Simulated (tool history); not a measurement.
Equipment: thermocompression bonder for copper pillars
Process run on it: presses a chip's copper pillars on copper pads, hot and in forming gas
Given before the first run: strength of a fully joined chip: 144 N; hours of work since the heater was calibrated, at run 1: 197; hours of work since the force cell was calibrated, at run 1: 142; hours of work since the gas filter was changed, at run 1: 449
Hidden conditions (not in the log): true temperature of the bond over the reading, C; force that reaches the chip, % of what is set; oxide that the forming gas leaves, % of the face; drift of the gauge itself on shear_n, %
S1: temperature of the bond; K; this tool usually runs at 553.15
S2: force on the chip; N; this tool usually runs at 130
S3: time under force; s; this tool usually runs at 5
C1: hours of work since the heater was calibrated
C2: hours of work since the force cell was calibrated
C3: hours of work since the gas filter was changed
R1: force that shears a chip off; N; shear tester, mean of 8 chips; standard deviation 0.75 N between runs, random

run,hour,S1,S2,S3,C1,C2,C3,R1
1,0.0,553.15,130,5,197,142,449,49.6
2,15.8,553.15,130,5,209,154,461,50.9
3,43.4,553.15,130,5,230,175,482,49.2
4,56.1,567.15,130,5,240,185,491,59.1
# hour 67.4: forming gas filter changed
5,72.4,553.15,130,5,252,197,4,54.9
6,91.4,553.15,130,5,267,212,18,53.8
7,121.7,553.15,130,5,290,235,41,52.5
8,137.7,553.15,130,5,302,247,54,53.4
9,150.5,553.15,130,9,312,257,63,64.9
10,174.0,553.15,130,9,330,275,81,65.7
11,190.9,553.15,130,6,343,288,94,56.4
12,214.9,527.15,86,5,361,306,113,25.9
13,235.7,527.15,86,5,377,322,129,26.3
14,249.1,564.15,102,5,387,332,139,51.1
15,270.7,550.15,139,5,404,349,155,50.4
16,290.9,550.15,139,5,419,364,171,50.0
17,312.2,571.15,122,8,435,380,187,72.5
18,330.4,546.15,91,5,449,394,201,36.9
19,355.0,546.15,91,5,468,413,220,35.8
20,380.1,553.15,130,3,487,432,239,40.5
21,402.3,553.15,130,3,504,449,256,39.9

Consider 5 possible next runs. They are alternatives, not a sequence: every one starts from the tool as it was left by run 21. What does each give?
A,417.7,562.15,138,3,516,461,268,?
B,417.7,553.15,83,3,516,461,268,?
C,417.7,572.15,91,3,516,461,268,?
D,417.7,553.15,166,3,516,461,268,?
E,417.7,553.15,130,5,516,461,268,?

run,R1
A,47.1
B,30.5
C,43.1
D,45.5
E,48.9
With no hidden state in the tool, these same runs would have given:
run,R1
A,54.4
B,35.6
C,49.7
D,52.7
E,56.5

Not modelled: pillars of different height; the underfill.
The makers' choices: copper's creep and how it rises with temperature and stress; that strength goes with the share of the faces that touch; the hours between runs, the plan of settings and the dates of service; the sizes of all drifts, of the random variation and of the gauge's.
